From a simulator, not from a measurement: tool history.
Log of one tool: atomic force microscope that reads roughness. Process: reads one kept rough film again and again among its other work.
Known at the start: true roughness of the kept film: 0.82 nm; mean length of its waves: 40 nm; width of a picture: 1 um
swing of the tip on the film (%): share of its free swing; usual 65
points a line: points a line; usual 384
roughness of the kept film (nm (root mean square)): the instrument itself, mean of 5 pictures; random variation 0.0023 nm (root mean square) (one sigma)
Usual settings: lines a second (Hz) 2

run,day,lines a second (Hz),swing of the tip on the film (%),points a line,roughness of the kept film (nm (root mean square))
1,0,2,65,384,0.719
2,0.579,2,65,384,0.718
3,1.442,2,65,384,0.715
4,2.008,2,65,384,0.706
5,3.104,2,65,384,0.701
6,3.612,2,65,384,0.696
# day 3.875: new tip fitted
7,4.188,2,65,445,0.727
8,5.004,2,65,384,0.719

The next listed run, before its measurement:
9,5.775,2,89,384,?

Run 9 gave roughness of the kept film (nm (root mean square)) 0.585.
Without the tool's hidden state the same run would have given roughness of the kept film (nm (root mean square)) 0.6.

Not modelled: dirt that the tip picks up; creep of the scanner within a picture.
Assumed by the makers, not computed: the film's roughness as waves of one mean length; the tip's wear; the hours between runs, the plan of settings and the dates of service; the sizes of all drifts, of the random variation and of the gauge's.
